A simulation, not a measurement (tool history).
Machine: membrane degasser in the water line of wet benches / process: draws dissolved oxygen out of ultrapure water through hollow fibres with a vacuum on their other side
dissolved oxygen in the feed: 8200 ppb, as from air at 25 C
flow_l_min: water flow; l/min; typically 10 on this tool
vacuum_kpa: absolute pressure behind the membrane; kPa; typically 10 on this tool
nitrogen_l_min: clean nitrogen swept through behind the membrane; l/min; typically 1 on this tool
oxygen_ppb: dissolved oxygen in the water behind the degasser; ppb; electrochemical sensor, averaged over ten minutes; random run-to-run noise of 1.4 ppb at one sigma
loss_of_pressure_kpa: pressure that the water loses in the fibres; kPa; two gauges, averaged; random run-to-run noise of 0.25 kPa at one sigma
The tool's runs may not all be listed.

run	day	flow_l_min	vacuum_kpa	nitrogen_l_min	oxygen_ppb	loss_of_pressure_kpa
1	0	10	10	1	169.1	66.72
2	5.688	10	10	0.77	215	67.04
3	11.538	10	8.5	0.77	171	67.37
4	16.9	10	8.5	2.54	61.9	67.17
5	23.829	10	8.5	2.54	62	67.23
6	29.05	10	6.8	1	96.6	67.77
7	35.329	10	8.3	1	132.5	67.32
8	43.175	10	8.3	1	132.9	67.18
9	48.746	10	8.3	1	133.7	67.45
10	53.138	10	13.5	1	255.5	67.12
11	59.912	10	13.5	1	251.3	67.22
12	67.283	10	10	1	173.5	67.87
13	70.942	10	10	1	170.4	67.28
# day 74.004: vacuum gauge calibrated
14	74.846	10	23.9	1	476.3	68.11
15	79.379	9	15.7	1	270.2	61.26
16	85.65	10	6.8	1.04	92.9	68.23
17	93.921	11	16.5	1	350.3	74.72
18	99.229	16	9.7	1.19	281.2	109.33
19	106.542	16	9.7	1.19	278.5	108.79
20	113.967	16	9.7	1.19	288.1	109.06
21	118.971	7	10.2	1	121.2	48.13
22	124.704	8	23.2	1.31	296.2	55.01
23	129.025	8	12.5	0.62	279.1	54.65
24	134.517	8	12.5	0.62	283.2	55.08
25	139.838	7	12.4	0.88	176.7	48.25

Forecast each of these 5 alternatives for the next run:
A	147.146	7	12.4	1.74	?	?
B	147.146	7	18.7	0.88	?	?
C	147.146	6	9.4	0.88	?	?
D	147.146	10	18.8	0.79	?	?
E	147.146	12	12.3	1.3	?	?

run	oxygen_ppb	loss_of_pressure_kpa
A	95.1	48.11
B	294.2	48.1
C	105.7	41.11
D	455.6	69.23
E	225.9	82.59
The same runs, with their run-to-run variation unchanged, on a tool lacking any hidden condition would have given:
run	oxygen_ppb	loss_of_pressure_kpa
A	91.9	45.37
B	286.8	45.37
C	102	38.76
D	445.2	65.31
E	214.6	77.89
